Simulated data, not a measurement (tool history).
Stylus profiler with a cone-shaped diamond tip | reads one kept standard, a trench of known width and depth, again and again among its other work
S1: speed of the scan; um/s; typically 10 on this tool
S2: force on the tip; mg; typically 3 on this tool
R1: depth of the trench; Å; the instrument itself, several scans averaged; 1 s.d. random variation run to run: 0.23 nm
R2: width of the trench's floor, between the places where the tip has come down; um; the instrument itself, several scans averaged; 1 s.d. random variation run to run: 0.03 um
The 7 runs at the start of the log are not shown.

{"run": 8, "hour": 669.0, "S1": 10, "S2": 1.37, "R1": 10069.7, "R2": 15.65}
{"run": 9, "hour": 748.5, "S1": 10, "S2": 4.2, "R1": 10193.8, "R2": 15.55}
{"run": 10, "hour": 866.5, "S1": 10, "S2": 1.43, "R1": 10070, "R2": 15.46}
{"run": 11, "hour": 961.8, "S1": 10, "S2": 1.43, "R1": 10070.4, "R2": 15.42}
{"run": 12, "hour": 1077.2, "S1": 10, "S2": 1.43, "R1": 10062.7, "R2": 15.29}
{"run": 13, "hour": 1142.0, "S1": 10, "S2": 1.43, "R1": 10064.9, "R2": 15.29}
{"run": 14, "hour": 1229.6, "S1": 10, "S2": 1.43, "R1": 10063, "R2": 15.21}
{"run": 15, "hour": 1285.8, "S1": 10, "S2": 1.43, "R1": 10060.5, "R2": 15.21}
{"run": 16, "hour": 1360.2, "S1": 10, "S2": 1.43, "R1": 10057, "R2": 15.13}
{"run": 17, "hour": 1417.2, "S1": 3, "S2": 7.18, "R1": 10273.5, "R2": 15.17}
{"run": 18, "hour": 1476.1, "S1": 3, "S2": 7.18, "R1": 10273.1, "R2": 15.1}
{"run": 19, "hour": 1575.4, "S1": 3, "S2": 3.03, "R1": 10124.5, "R2": 15.03}
{"run": 20, "hour": 1709.4, "S1": 6, "S2": 6.96, "R1": 10261.4, "R2": 14.99}
{"run": 21, "hour": 1825.7, "S1": 19, "S2": 6.96, "R1": 10261.9, "R2": 14.87}
{"run": 22, "hour": 1958.3, "S1": 28, "S2": 1.42, "R1": 10041.8, "R2": 14.69}
{"run": 23, "hour": 2039.1, "S1": 28, "S2": 1.42, "R1": 10040.5, "R2": 14.63}
{"hour": 2075.6, "done": "height scale calibrated on a step standard"}
{"run": 24, "hour": 2175.0, "S1": 4, "S2": 2.29, "R1": 10147.6, "R2": 14.69}
{"run": 25, "hour": 2257.6, "S1": 3, "S2": 7.38, "R1": 10335.3, "R2": 14.69}
{"run": 26, "hour": 2373.1, "S1": 13, "S2": 3, "R1": 10175.2, "R2": 14.54}
{"run": 27, "hour": 2467.5, "S1": 5, "S2": 8.53, "R1": 10362.2, "R2": 14.57}
{"run": 28, "hour": 2557.8, "S1": 4, "S2": 3.44, "R1": 10185.5, "R2": 14.53}
{"run": 29, "hour": 2662.2, "S1": 36, "S2": 1.83, "R1": 10112.6, "R2": 14.26}
{"run": 30, "hour": 2787.1, "S1": 4, "S2": 4, "R1": 10204.4, "R2": 14.36}

Here are 5 independent what-if runs from the current tool condition. What would each one return?
{"run": "A", "hour": 2876.3, "S1": 15, "S2": 4, "R1": "?", "R2": "?"}
{"run": "B", "hour": 2876.3, "S1": 10, "S2": 6.74, "R1": "?", "R2": "?"}
{"run": "C", "hour": 2876.3, "S1": 3, "S2": 1.67, "R1": "?", "R2": "?"}
{"run": "D", "hour": 2876.3, "S1": 3, "S2": 2.08, "R1": "?", "R2": "?"}
{"run": "E", "hour": 2876.3, "S1": 3, "S2": 3, "R1": "?", "R2": "?"}

run=A R1=10200.7 R2=14.24
run=B R1=10299.1 R2=14.34
run=C R1=10104 R2=14.36
run=D R1=10119.3 R2=14.28
run=E R1=10157.4 R2=14.31
The same runs, with their run-to-run variation unchanged, on a tool lacking any hidden condition would have given:
run=A R1=10224.4 R2=16.43
run=B R1=10323 R2=16.53
run=C R1=10127.5 R2=16.55
run=D R1=10142.8 R2=16.47
run=E R1=10181 R2=16.5
